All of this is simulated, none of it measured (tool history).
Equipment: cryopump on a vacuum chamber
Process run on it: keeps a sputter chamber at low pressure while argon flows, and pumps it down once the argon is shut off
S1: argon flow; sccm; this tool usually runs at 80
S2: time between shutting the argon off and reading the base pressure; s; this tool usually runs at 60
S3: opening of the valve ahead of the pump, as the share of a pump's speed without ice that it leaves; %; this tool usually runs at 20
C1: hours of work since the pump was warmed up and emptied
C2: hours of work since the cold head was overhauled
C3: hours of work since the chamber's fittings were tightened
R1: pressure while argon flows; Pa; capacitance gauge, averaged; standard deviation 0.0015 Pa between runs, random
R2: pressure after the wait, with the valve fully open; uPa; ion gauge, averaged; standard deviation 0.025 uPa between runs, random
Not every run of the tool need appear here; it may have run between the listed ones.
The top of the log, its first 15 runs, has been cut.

run,hour,S1,S2,S3,C1,C2,C3,R1,R2
16,626.7,80,60,20,912,912,1356,0.3502,1.67
17,665.9,80,60,33,944,944,1389,0.2192,1.68
18,705.7,80,60,20,977,977,1422,0.3502,1.72
19,757.9,74,60,52,1020,1020,1465,0.133,1.68
# hour 775.8: pump warmed up, emptied and cooled again
20,816.8,74,60,52,34,1065,1509,0.1239,1.59
21,861.6,106,163,16,71,1102,1546,0.5639,1.08
22,909,106,155,16,110,1141,1585,0.5633,1.09
23,953.4,80,60,24,147,1178,1622,0.2883,1.72
24,983.8,86,60,46,172,1203,1647,0.1635,1.66
25,1015.4,57,39,33,198,1229,1673,0.149,2.2
26,1064.5,67,22,17,238,1269,1714,0.3379,3.3
27,1096.9,80,59,20,265,1296,1740,0.3454,1.73
28,1148.1,134,68,49,307,1338,1783,0.2415,1.71
29,1182,42,68,36,335,1366,1811,0.1011,1.65
30,1216.9,77,68,36,364,1395,1839,0.1873,1.7

Forecast each of these 5 alternatives for the next run:
A,1265.1,77,200,36,404,1435,1879,?,?
B,1265.1,34,22,23,404,1435,1879,?,?
C,1265.1,98,40,43,404,1435,1879,?,?
D,1265.1,33,101,40,404,1435,1879,?,?
E,1265.1,71,107,58,404,1435,1879,?,?

run,R1,R2
A,0.1882,1.19
B,0.1284,3.33
C,0.2014,2.25
D,0.0723,1.52
E,0.1116,1.42
Take away the tool's hidden state, keep each run's random variation, and the runs would have read:
run,R1,R2
A,0.1823,0.4
B,0.1258,2.55
C,0.1938,1.47
D,0.0698,0.71
E,0.1062,0.63
